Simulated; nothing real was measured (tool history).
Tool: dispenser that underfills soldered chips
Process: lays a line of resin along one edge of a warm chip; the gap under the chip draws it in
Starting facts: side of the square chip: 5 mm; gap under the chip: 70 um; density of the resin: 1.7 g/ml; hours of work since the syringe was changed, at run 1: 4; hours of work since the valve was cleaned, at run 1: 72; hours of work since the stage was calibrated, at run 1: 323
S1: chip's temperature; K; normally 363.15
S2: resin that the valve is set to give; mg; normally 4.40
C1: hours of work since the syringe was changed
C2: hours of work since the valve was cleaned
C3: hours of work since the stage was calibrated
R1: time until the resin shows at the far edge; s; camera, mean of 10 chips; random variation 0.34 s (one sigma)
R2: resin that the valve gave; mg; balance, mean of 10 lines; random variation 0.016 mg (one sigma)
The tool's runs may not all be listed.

run	hour	S1	S2	C1	C2	C3	R1	R2
1	0.0	363.15	4.40	4	72	323	22.0	4.09
# hour 7.3: dispensing valve cleaned and set on the balance
2	7.3	363.15	4.40	9	0	328	31.9	4.41
# hour 10.2: new syringe of resin
3	12.5	363.15	4.40	2	4	332	18.2	4.40
4	19.9	352.15	4.40	7	9	337	42.2	4.37
# hour 25.0: new syringe of resin
5	28.5	352.15	4.40	3	15	344	28.7	4.33
6	33.1	352.15	4.40	6	19	347	39.1	4.31
7	38.8	374.15	4.40	10	23	351	26.3	4.28
# hour 40.1: new syringe of resin
8	48.0	374.15	4.40	6	30	358	18.6	4.27
# hour 54.5: new syringe of resin
9	54.6	374.15	4.40	0	35	363	10.3	4.27
10	65.5	374.15	4.40	8	43	371	22.2	4.20
# hour 68.9: new syringe of resin
11	72.6	374.15	4.40	3	48	376	14.0	4.24
12	81.8	374.15	4.40	10	55	383	24.1	4.17
# hour 83.7: new syringe of resin
13	91.7	374.15	4.40	6	62	390	18.5	4.15
# hour 98.1: new syringe of resin
14	98.8	374.15	3.81	0	67	395	11.8	3.57
15	108.8	374.15	3.81	8	75	403	22.7	3.52
# hour 112.3: dispensing valve cleaned and set on the balance
# hour 114.1: new syringe of resin
16	116.7	363.15	4.40	2	3	408	17.8	4.42
17	127.9	363.15	4.40	10	11	416	37.7	4.35
# hour 129.1: new syringe of resin
18	138.9	348.15	4.40	7	20	424	48.6	4.32
# hour 143.9: new syringe of resin
19	150.2	375.15	4.54	5	28	432	15.0	4.42
20	156.8	363.15	4.18	10	33	437	35.6	4.04
# hour 158.9: new syringe of resin
21	167.8	348.15	4.55	7	41	445	44.4	4.35
22	172.6	348.15	4.55	10	44	449	60.7	4.37
# hour 173.6: new syringe of resin
23	179.5	356.15	3.72	4	49	454	29.8	3.55
24	185.0	356.15	3.72	9	53	458	43.9	3.54
# hour 188.0: new syringe of resin
25	191.8	359.15	4.83	3	58	463	22.0	4.53
26	197.3	377.15	5.25	7	62	467	17.7	4.95
# hour 202.5: new syringe of resin
27	207.1	377.15	5.25	3	70	474	12.8	4.93
# hour 216.7: new syringe of resin
# hour 217.7: dispensing valve cleaned and set on the balance
28	217.7	366.15	4.45	0	0	481	13.0	4.45
29	227.8	358.15	4.79	8	8	489	33.2	4.74
# hour 232.3: new syringe of resin
30	233.8	371.15	4.52	1	12	493	13.3	4.46
31	241.0	359.15	5.07	7	17	499	30.2	4.99
# hour 246.8: new syringe of resin
32	250.6	359.15	3.78	3	24	505	22.7	3.68
# hour 261.1: new syringe of resin
33	261.3	359.15	5.11	0	32	513	17.1	4.94
34	270.4	359.15	5.11	7	39	520	30.4	4.90
# hour 275.5: new syringe of resin
35	281.3	366.15	4.73	4	47	528	19.8	4.50
# hour 290.0: new syringe of resin
36	290.3	358.15	4.00	0	53	535	18.3	3.79

Branching from run 36: 4 alternative next runs. What would each branch give?
A	295.8	373.15	5.04	4	58	539	?	?
B	295.8	371.15	3.96	4	58	539	?	?
C	295.8	362.15	3.94	4	58	539	?	?
D	295.8	365.15	3.76	4	58	539	?	?

run	R1	R2
A	15.8	4.77
B	17.5	3.74
C	23.2	3.76
D	20.8	3.53
The same runs, with their run-to-run variation unchanged, on a tool lacking any hidden condition would have given:
run	R1	R2
A	11.7	5.04
B	12.7	3.96
C	16.9	3.97
D	15.1	3.74

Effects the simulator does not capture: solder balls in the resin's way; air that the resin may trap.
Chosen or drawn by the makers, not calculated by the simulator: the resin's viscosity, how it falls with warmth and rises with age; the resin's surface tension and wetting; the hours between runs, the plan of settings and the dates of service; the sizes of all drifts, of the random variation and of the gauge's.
